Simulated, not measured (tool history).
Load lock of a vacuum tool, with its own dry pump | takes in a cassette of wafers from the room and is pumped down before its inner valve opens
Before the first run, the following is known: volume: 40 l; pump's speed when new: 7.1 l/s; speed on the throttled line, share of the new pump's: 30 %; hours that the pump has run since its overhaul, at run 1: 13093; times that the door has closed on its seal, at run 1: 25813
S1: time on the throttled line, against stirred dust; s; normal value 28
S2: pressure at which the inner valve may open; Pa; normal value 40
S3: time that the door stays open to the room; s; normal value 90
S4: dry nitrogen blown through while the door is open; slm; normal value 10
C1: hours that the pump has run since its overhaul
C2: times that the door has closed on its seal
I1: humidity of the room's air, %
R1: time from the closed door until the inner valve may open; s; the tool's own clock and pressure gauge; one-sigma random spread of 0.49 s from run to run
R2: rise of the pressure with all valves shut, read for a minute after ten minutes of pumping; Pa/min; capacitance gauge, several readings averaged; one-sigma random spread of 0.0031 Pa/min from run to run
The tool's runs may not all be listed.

Run 1, day 0.000: usual settings; C1 13093; C2 25813; I1 43.7. Result: R1 69.1 s, R2 0.163 Pa/min.
Run 2, day 17.750: usual settings; C1 13519; C2 26362; I1 46.9. Result: R1 70.8 s, R2 0.175 Pa/min.
Run 3, day 38.333: usual settings; C1 14013; C2 26999; I1 47.8. Result: R1 70.9 s, R2 0.184 Pa/min.
Run 4, day 61.904: usual settings; C1 14578; C2 27728; I1 44.9. Result: R1 69.9 s, R2 0.182 Pa/min.
Run 5, day 73.075: usual settings; C1 14846; C2 28074; I1 42.4. Result: R1 70.7 s, R2 0.180 Pa/min.
Run 6, day 92.117: usual settings but S3 26 s; C1 15303; C2 28663; I1 44.3. Result: R1 70.6 s, R2 0.159 Pa/min.
Run 7, day 115.808: usual settings but S4 37 slm; C1 15872; C2 29396; I1 43.8. Result: R1 71.1 s, R2 0.174 Pa/min.
Run 8, day 127.025: usual settings but S4 37 slm; C1 16141; C2 29742; I1 44.0. Result: R1 71.1 s, R2 0.162 Pa/min.
Run 9, day 137.362: usual settings but S4 37 slm; C1 16389; C2 30062; I1 44.5. Result: R1 71.7 s, R2 0.173 Pa/min.
Run 10, day 156.429: usual settings but S4 12 slm; C1 16847; C2 30652; I1 45.2. Result: R1 72.0 s, R2 0.202 Pa/min.
Run 11, day 167.683: usual settings but S1 42 s; C1 17117; C2 31000; I1 47.6. Result: R1 81.7 s, R2 0.210 Pa/min.
Run 12, day 189.921: usual settings but S1 42 s, S2 45 Pa; C1 17651; C2 31688; I1 45.2. Result: R1 80.2 s, R2 0.211 Pa/min.
Run 13, day 208.092: usual settings but S1 42 s, S2 45 Pa; C1 18087; C2 32250; I1 43.3. Result: R1 79.2 s, R2 0.211 Pa/min.
Run 14, day 228.188: usual settings but S1 42 s, S2 45 Pa; C1 18569; C2 32871; I1 46.8. Result: R1 81.6 s, R2 0.221 Pa/min.
Run 15, day 245.417: usual settings but S1 21 s; C1 18983; C2 33404; I1 49.6. Result: R1 67.9 s, R2 0.232 Pa/min.
Run 16, day 264.742: usual settings but S2 45 Pa; C1 19446; C2 34002; I1 42.5. Result: R1 72.2 s, R2 0.229 Pa/min.
Run 17, day 275.338: usual settings but S2 73 Pa; C1 19701; C2 34330; I1 45.4. Result: R1 68.7 s, R2 0.235 Pa/min.
Run 18, day 285.542: usual settings but S3 43 s; C1 19946; C2 34645; I1 47.2. Result: R1 74.0 s, R2 0.215 Pa/min.
At day 288.692: dry pump taken out, an overhauled one fitted.
Run 19, day 309.750: usual settings but S3 43 s; C1 505; C2 35386; I1 45.8. Result: R1 64.0 s, R2 0.228 Pa/min.
Run 20, day 320.429: usual settings but S2 41 Pa, S3 43 s, S4 8 slm; C1 762; C2 35717; I1 43.2. Result: R1 63.2 s, R2 0.226 Pa/min.
Run 21, day 337.504: usual settings but S2 29 Pa, S3 127 s; C1 1171; C2 36245; I1 46.6. Result: R1 66.2 s, R2 0.266 Pa/min.
Run 22, day 350.275: usual settings but S2 29 Pa, S3 127 s; C1 1478; C2 36640; I1 42.7. Result: R1 65.1 s, R2 0.265 Pa/min.
Run 23, day 363.012: usual settings but S2 41 Pa; C1 1784; C2 37034; I1 46.4. Result: R1 64.8 s, R2 0.258 Pa/min.

Forecast run 24:
At day 366.112: door's seal changed, seat wiped.
Run 24, day 374.888: usual settings but S1 19 s, S2 74 Pa, S3 117 s, S4 42 slm; C1 2067; C2 271; I1 48.3. Result: R1 ?, R2 ?.

{"run 24": {"R1": 55.7, "R2": 0.035}}
On a tool with no hidden condition, and with the same random variation, this run would have come out at R1 55.0 s, R2 0.035 Pa/min.
